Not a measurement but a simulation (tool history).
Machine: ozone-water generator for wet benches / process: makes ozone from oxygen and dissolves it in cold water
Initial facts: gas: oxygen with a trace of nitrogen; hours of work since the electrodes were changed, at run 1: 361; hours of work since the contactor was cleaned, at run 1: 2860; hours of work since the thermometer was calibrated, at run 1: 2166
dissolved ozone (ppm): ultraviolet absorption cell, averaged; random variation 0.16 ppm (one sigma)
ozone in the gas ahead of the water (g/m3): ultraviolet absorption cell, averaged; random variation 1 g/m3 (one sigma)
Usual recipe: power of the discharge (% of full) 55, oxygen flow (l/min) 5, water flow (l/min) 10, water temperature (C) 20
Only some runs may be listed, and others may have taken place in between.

run    hour  power of the discharge (% of full)  oxygen flow (l/min)  water flow (l/min)  water temperature (C)  hours of work since the electrodes were changed  hours of work since the contactor was cleaned  hours of work since the thermometer was calibrated  dissolved ozone (ppm)  ozone in the gas ahead of the water (g/m3)
  1       0                                  55                    5                  10                     20                                              361                                           2860                                                2166                   21.5                                       180.9
  2    70.5                                  55                    5                  10                     12                                              429                                           2927                                                2233                     25                                       179.7
  3   160.5                                  55                    5                  10                     12                                              515                                           3014                                                2319                     25                                       180.6
  4   228.3                                  55                    5                  10                     12                                              580                                           3079                                                2384                   25.1                                       178.8
  5   281.5                                  55                    5                  10                     12                                              631                                           3130                                                2435                     25                                       180.3
  6   351.5                                  55                    5                  15                     20                                              698                                           3197                                                2503                   15.2                                       179.6
  7   400.5                                  55                    5                  15                     20                                              745                                           3244                                                2550                   15.2                                       177.8
  8   477.6                                  87                    5                  10                     20                                              819                                           3318                                                2623                   31.1                                       258.9
  9   516.2                                  55                    5                  10                     20                                              856                                           3355                                                2660                   21.8                                       178.4
 10     609                                  57                 5.15                   9                     20                                              945                                           3444                                                2749                     24                                       180.4
 11     681                                  57                 5.15                   9                     20                                             1014                                           3513                                                2819                   23.7                                       178.8
 12   748.6                                  56                 2.71                  10                     13                                             1079                                           3578                                                2883                   26.4                                       260.8
 13   817.2                                  48                  5.1                   8                     12                                             1145                                           3643                                                2949                   26.6                                       157.1
 14   855.1                                  94                 5.32                   6                     21                                             1181                                           3680                                                2985                   44.4                                       263.2
 15   932.6                                  94                 5.32                   6                     21                                             1255                                           3754                                                3060                   44.5                                       262.1
 16   975.7                                  94                 5.32                   6                     21                                             1297                                           3795                                                3101                   44.6                                       262.5
 17  1040.3                                  81                    5                  10                     19                                             1359                                           3857                                                3163                   29.9                                       241.3

Measured result minus the same run's result without the hidden state. Both carry the same run-to-run variation, though not necessarily the same gauge scatter:
Hidden state at play: yield of the discharge, % of new electrodes'; contactor's efficiency, % of a clean one's; true water temperature over the reading, C; drift of the gauge itself on ozone_ppm, %; drift of the gauge itself on gas_g_m3, %.
run  ozone in the gas ahead of the water (g/m3)
  1                                          +0
  2                                        -0.2
  3                                        -0.5
  4                                        -0.6
  5                                        -0.7
  6                                          -1
  7                                        -1.1
  8                                        -1.9
  9                                        -1.4
 10                                        -1.7
 11                                        -1.8
 12                                          -3
 13                                        -1.9
 14                                        -3.4
 15                                        -3.7
 16                                        -3.9
 17                                        -3.8
dissolved ozone (ppm): at most 0.1 away from the measurement, every run.

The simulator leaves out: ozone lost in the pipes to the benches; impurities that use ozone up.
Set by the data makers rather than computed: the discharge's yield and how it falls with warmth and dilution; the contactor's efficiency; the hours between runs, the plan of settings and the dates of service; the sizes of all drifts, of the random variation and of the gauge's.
